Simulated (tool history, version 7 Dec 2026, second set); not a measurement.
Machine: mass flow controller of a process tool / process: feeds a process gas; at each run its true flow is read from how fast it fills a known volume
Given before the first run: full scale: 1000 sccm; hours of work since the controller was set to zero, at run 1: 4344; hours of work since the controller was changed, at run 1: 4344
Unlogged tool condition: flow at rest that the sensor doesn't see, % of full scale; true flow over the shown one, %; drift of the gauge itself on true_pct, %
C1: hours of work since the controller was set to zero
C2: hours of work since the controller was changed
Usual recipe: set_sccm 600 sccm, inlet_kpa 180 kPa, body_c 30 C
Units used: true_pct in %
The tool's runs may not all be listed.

run 1 day=0.000 | set_sccm=600 inlet_kpa=180 body_c=30 | C1=4344 C2=4344 | true_pct=99.39
run 2 day=6.692 | set_sccm=600 inlet_kpa=180 body_c=30 | C1=4458 C2=4458 | true_pct=99.30
run 3 day=10.717 | set_sccm=600 inlet_kpa=180 body_c=30 | C1=4527 C2=4527 | true_pct=99.44
run 4 day=14.346 | set_sccm=600 inlet_kpa=180 body_c=30 | C1=4589 C2=4589 | true_pct=99.54
run 5 day=21.929 | set_sccm=600 inlet_kpa=180 body_c=30 | C1=4719 C2=4719 | true_pct=99.65
run 6 day=26.667 | set_sccm=600 inlet_kpa=180 body_c=30 | C1=4800 C2=4800 | true_pct=99.69
run 7 day=33.617 | set_sccm=600 inlet_kpa=180 body_c=30 | C1=4918 C2=4918 | true_pct=99.65
run 8 day=40.521 | set_sccm=600 inlet_kpa=180 body_c=30 | C1=5036 C2=5036 | true_pct=99.82
run 9 day=47.321 | set_sccm=600 inlet_kpa=180 body_c=30 | C1=5152 C2=5152 | true_pct=99.93
run 10 day=53.762 | set_sccm=600 inlet_kpa=180 body_c=30 | C1=5262 C2=5262 | true_pct=99.97
run 11 day=57.575 | set_sccm=600 inlet_kpa=180 body_c=30 | C1=5327 C2=5327 | true_pct=100.01
run 12 day=63.883 | set_sccm=600 inlet_kpa=180 body_c=29 | C1=5435 C2=5435 | true_pct=100.29
run 13 day=69.867 | set_sccm=600 inlet_kpa=180 body_c=29 | C1=5537 C2=5537 | true_pct=100.35
run 14 day=76.396 | set_sccm=600 inlet_kpa=180 body_c=29 | C1=5649 C2=5649 | true_pct=100.31
run 15 day=80.412 | set_sccm=600 inlet_kpa=180 body_c=29 | C1=5718 C2=5718 | true_pct=100.47
-- day=83.496 controller's zero set anew
run 16 day=84.504 | set_sccm=600 inlet_kpa=180 body_c=29 | C1=17 C2=5787 | true_pct=100.46
run 17 day=88.533 | set_sccm=600 inlet_kpa=180 body_c=27 | C1=86 C2=5856 | true_pct=100.65
run 18 day=95.921 | set_sccm=108 inlet_kpa=180 body_c=27 | C1=212 C2=5982 | true_pct=100.44
run 19 day=101.179 | set_sccm=108 inlet_kpa=268 body_c=27 | C1=302 C2=6072 | true_pct=99.90
run 20 day=105.338 | set_sccm=426 inlet_kpa=140 body_c=35 | C1=373 C2=6143 | true_pct=100.19
run 21 day=111.738 | set_sccm=471 inlet_kpa=211 body_c=37 | C1=482 C2=6252 | true_pct=99.66
run 22 day=119.183 | set_sccm=302 inlet_kpa=210 body_c=30 | C1=609 C2=6379 | true_pct=100.31
run 23 day=122.875 | set_sccm=302 inlet_kpa=252 body_c=38 | C1=673 C2=6442 | true_pct=99.17

How would selected steps in true_pct from run to run divide? Give the signed amount a tool lacking its hidden state would still show from settings, what came in and random variation, and the signed amount left for the hidden state, including any gauge scatter that is not in both of the compared results.
Run 1 -> 2: settings left as they were, no log entry in between. true_pct -0.09 %: hidden state +0.09, all else -0.18.
Run 4 -> 5: settings left as they were, no log entry in between. true_pct +0.11 %: hidden state +0.09, all else +0.02.
Run 21 -> 22: set_sccm 471 -> 302, inlet_kpa 211 -> 210, body_c 37 -> 30. true_pct +0.65 %: hidden state +0.09, all else +0.56.
Run 22 -> 23: inlet_kpa 210 -> 252, body_c 30 -> 38. true_pct -1.14 %: hidden state +0.03, all else -1.17.
